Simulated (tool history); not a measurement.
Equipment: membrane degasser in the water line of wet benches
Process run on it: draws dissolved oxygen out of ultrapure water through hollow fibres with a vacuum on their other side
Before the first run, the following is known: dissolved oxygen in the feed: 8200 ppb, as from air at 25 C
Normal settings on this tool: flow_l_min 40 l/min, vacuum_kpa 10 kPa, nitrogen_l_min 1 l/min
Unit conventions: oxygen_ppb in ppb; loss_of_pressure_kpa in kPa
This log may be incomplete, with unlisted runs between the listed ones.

run 1 hour=0 | flow_l_min=40 vacuum_kpa=10 nitrogen_l_min=1 | oxygen_ppb=593.2 loss_of_pressure_kpa=42.58
run 2 hour=189.4 | flow_l_min=40 vacuum_kpa=10 nitrogen_l_min=1 | oxygen_ppb=597.7 loss_of_pressure_kpa=42.44
run 3 hour=341.4 | flow_l_min=40 vacuum_kpa=10 nitrogen_l_min=1 | oxygen_ppb=606 loss_of_pressure_kpa=42.73
run 4 hour=452.2 | flow_l_min=40 vacuum_kpa=18.9 nitrogen_l_min=1 | oxygen_ppb=1175.9 loss_of_pressure_kpa=42.33
run 5 hour=575.4 | flow_l_min=40 vacuum_kpa=10 nitrogen_l_min=1 | oxygen_ppb=589.5 loss_of_pressure_kpa=42.72
run 6 hour=661.2 | flow_l_min=40 vacuum_kpa=10 nitrogen_l_min=1 | oxygen_ppb=599.7 loss_of_pressure_kpa=42.59
run 7 hour=826.2 | flow_l_min=40 vacuum_kpa=10 nitrogen_l_min=1 | oxygen_ppb=592 loss_of_pressure_kpa=42.93
run 8 hour=953.7 | flow_l_min=40 vacuum_kpa=10 nitrogen_l_min=1 | oxygen_ppb=599.8 loss_of_pressure_kpa=42.56
run 9 hour=1119.8 | flow_l_min=47 vacuum_kpa=10 nitrogen_l_min=1 | oxygen_ppb=704.4 loss_of_pressure_kpa=50.03
run 10 hour=1214.7 | flow_l_min=47 vacuum_kpa=10 nitrogen_l_min=1 | oxygen_ppb=712.9 loss_of_pressure_kpa=49.81
run 11 hour=1374.3 | flow_l_min=47 vacuum_kpa=10 nitrogen_l_min=1 | oxygen_ppb=712 loss_of_pressure_kpa=49.89
run 12 hour=1505.1 | flow_l_min=47 vacuum_kpa=10 nitrogen_l_min=1 | oxygen_ppb=703.8 loss_of_pressure_kpa=50
run 13 hour=1664.1 | flow_l_min=47 vacuum_kpa=10 nitrogen_l_min=1 | oxygen_ppb=711 loss_of_pressure_kpa=49.72
run 14 hour=1779.2 | flow_l_min=47 vacuum_kpa=10 nitrogen_l_min=1 | oxygen_ppb=725.6 loss_of_pressure_kpa=49.48
run 15 hour=1922 | flow_l_min=40 vacuum_kpa=10 nitrogen_l_min=1 | oxygen_ppb=591 loss_of_pressure_kpa=42.43
run 16 hour=2026.7 | flow_l_min=40 vacuum_kpa=10 nitrogen_l_min=1 | oxygen_ppb=596.2 loss_of_pressure_kpa=42.38
run 17 hour=2197.7 | flow_l_min=40 vacuum_kpa=10 nitrogen_l_min=1 | oxygen_ppb=603.7 loss_of_pressure_kpa=42.39
run 18 hour=2385.4 | flow_l_min=40 vacuum_kpa=10 nitrogen_l_min=1 | oxygen_ppb=603 loss_of_pressure_kpa=42.25
run 19 hour=2539.3 | flow_l_min=40 vacuum_kpa=10 nitrogen_l_min=1 | oxygen_ppb=607.9 loss_of_pressure_kpa=42.07
-- hour=2585.4 seals of the vacuum lines changed
run 20 hour=2708.3 | flow_l_min=29 vacuum_kpa=22.4 nitrogen_l_min=0.88 | oxygen_ppb=1164.3 loss_of_pressure_kpa=30.29
run 21 hour=2899.2 | flow_l_min=29 vacuum_kpa=13.6 nitrogen_l_min=1 | oxygen_ppb=627.7 loss_of_pressure_kpa=30.22
run 22 hour=3010.3 | flow_l_min=49 vacuum_kpa=14.6 nitrogen_l_min=1.1 | oxygen_ppb=1036.6 loss_of_pressure_kpa=51.45
run 23 hour=3130.7 | flow_l_min=49 vacuum_kpa=14.6 nitrogen_l_min=1.1 | oxygen_ppb=1048.9 loss_of_pressure_kpa=51.36
run 24 hour=3265.9 | flow_l_min=49 vacuum_kpa=14.6 nitrogen_l_min=1.1 | oxygen_ppb=1039.5 loss_of_pressure_kpa=51.06
run 25 hour=3388 | flow_l_min=44 vacuum_kpa=15.6 nitrogen_l_min=0.81 | oxygen_ppb=1221.6 loss_of_pressure_kpa=46.14
run 26 hour=3520.5 | flow_l_min=44 vacuum_kpa=15.6 nitrogen_l_min=0.81 | oxygen_ppb=1238.3 loss_of_pressure_kpa=46.04
run 27 hour=3688.8 | flow_l_min=48 vacuum_kpa=15 nitrogen_l_min=0.63 | oxygen_ppb=1455.3 loss_of_pressure_kpa=50.05
run 28 hour=3870.6 | flow_l_min=32 vacuum_kpa=10.8 nitrogen_l_min=1 | oxygen_ppb=513.9 loss_of_pressure_kpa=33.62
run 29 hour=4011.3 | flow_l_min=32 vacuum_kpa=10.8 nitrogen_l_min=1 | oxygen_ppb=521.8 loss_of_pressure_kpa=33.6
run 30 hour=4106.9 | flow_l_min=32 vacuum_kpa=10.8 nitrogen_l_min=1 | oxygen_ppb=531.8 loss_of_pressure_kpa=33.57
run 31 hour=4266.2 | flow_l_min=32 vacuum_kpa=10.8 nitrogen_l_min=1 | oxygen_ppb=529.9 loss_of_pressure_kpa=33.76
run 32 hour=4439.1 | flow_l_min=32 vacuum_kpa=7.9 nitrogen_l_min=0.95 | oxygen_ppb=359 loss_of_pressure_kpa=33.4
run 33 hour=4565.6 | flow_l_min=40 vacuum_kpa=22.2 nitrogen_l_min=2.33 | oxygen_ppb=758.7 loss_of_pressure_kpa=41.82

Branching from run 33: 3 alternative next runs. What would each branch give?
run A hour=4754.2 | flow_l_min=41 vacuum_kpa=24.6 nitrogen_l_min=1.51 | oxygen_ppb=? loss_of_pressure_kpa=?
run B hour=4754.2 | flow_l_min=39 vacuum_kpa=22.2 nitrogen_l_min=2.33 | oxygen_ppb=? loss_of_pressure_kpa=?
run C hour=4754.2 | flow_l_min=40 vacuum_kpa=16 nitrogen_l_min=2.33 | oxygen_ppb=? loss_of_pressure_kpa=?

run=A oxygen_ppb=1176.2 loss_of_pressure_kpa=42.5
run=B oxygen_ppb=733.4 loss_of_pressure_kpa=40.37
run=C oxygen_ppb=552.4 loss_of_pressure_kpa=41.48
The same runs, with their run-to-run variation unchanged, on a tool lacking any hidden condition would have given:
run=A oxygen_ppb=1175.7 loss_of_pressure_kpa=43.48
run=B oxygen_ppb=733 loss_of_pressure_kpa=41.3
run=C oxygen_ppb=551.9 loss_of_pressure_kpa=42.43
